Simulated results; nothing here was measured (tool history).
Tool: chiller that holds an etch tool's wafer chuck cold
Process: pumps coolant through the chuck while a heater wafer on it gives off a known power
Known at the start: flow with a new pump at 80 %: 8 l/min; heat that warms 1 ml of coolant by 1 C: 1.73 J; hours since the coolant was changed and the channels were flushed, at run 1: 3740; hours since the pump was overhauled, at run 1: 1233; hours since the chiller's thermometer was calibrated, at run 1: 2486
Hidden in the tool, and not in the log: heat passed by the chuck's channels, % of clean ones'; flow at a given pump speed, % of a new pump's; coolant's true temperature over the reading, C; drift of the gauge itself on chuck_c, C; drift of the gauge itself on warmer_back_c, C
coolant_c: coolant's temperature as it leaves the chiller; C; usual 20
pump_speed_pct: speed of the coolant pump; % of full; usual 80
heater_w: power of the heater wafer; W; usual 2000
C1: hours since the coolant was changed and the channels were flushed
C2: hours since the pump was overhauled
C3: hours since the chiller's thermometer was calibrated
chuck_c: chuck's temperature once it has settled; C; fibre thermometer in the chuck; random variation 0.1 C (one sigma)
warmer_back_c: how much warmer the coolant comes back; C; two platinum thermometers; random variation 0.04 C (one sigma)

run 1 hour=0 | coolant_c=20 pump_speed_pct=80 heater_w=2000 | C1=3740 C2=1233 C3=2486 | chuck_c=40 warmer_back_c=8.74
run 2 hour=112.8 | coolant_c=20 pump_speed_pct=80 heater_w=2000 | C1=3853 C2=1345 C3=2599 | chuck_c=40 warmer_back_c=8.66
-- hour=286.7 coolant changed, channels flushed
run 3 hour=294.1 | coolant_c=20 pump_speed_pct=80 heater_w=2000 | C1=7 C2=1521 C3=2774 | chuck_c=39.9 warmer_back_c=8.65
run 4 hour=455.4 | coolant_c=20 pump_speed_pct=80 heater_w=2000 | C1=169 C2=1682 C3=2936 | chuck_c=40 warmer_back_c=8.61
run 5 hour=558.8 | coolant_c=20 pump_speed_pct=80 heater_w=2000 | C1=272 C2=1785 C3=3039 | chuck_c=40 warmer_back_c=8.54
run 6 hour=767.6 | coolant_c=20 pump_speed_pct=80 heater_w=2000 | C1=481 C2=1994 C3=3248 | chuck_c=40.1 warmer_back_c=8.52
run 7 hour=926.2 | coolant_c=10 pump_speed_pct=80 heater_w=2000 | C1=639 C2=2153 C3=3406 | chuck_c=30 warmer_back_c=8.56
run 8 hour=1097.3 | coolant_c=20 pump_speed_pct=90 heater_w=2000 | C1=811 C2=2324 C3=3578 | chuck_c=38.4 warmer_back_c=7.45
run 9 hour=1254.6 | coolant_c=20 pump_speed_pct=90 heater_w=2000 | C1=968 C2=2481 C3=3735 | chuck_c=38.2 warmer_back_c=7.48
run 10 hour=1456.5 | coolant_c=20 pump_speed_pct=98 heater_w=1372 | C1=1170 C2=2683 C3=3937 | chuck_c=31.6 warmer_back_c=4.69
run 11 hour=1661.1 | coolant_c=18 pump_speed_pct=65 heater_w=2929 | C1=1374 C2=2888 C3=4141 | chuck_c=52.1 warmer_back_c=15.22

Forecast run 12:
run 12 hour=1763.2 | coolant_c=24 pump_speed_pct=80 heater_w=2602 | C1=1476 C2=2990 C3=4243 | chuck_c=? warmer_back_c=?

chuck_c: 50 C
warmer_back_c: 10.83 C
Without the tool's hidden state the same run would have given chuck_c 49.9 C, warmer_back_c 11.17 C.

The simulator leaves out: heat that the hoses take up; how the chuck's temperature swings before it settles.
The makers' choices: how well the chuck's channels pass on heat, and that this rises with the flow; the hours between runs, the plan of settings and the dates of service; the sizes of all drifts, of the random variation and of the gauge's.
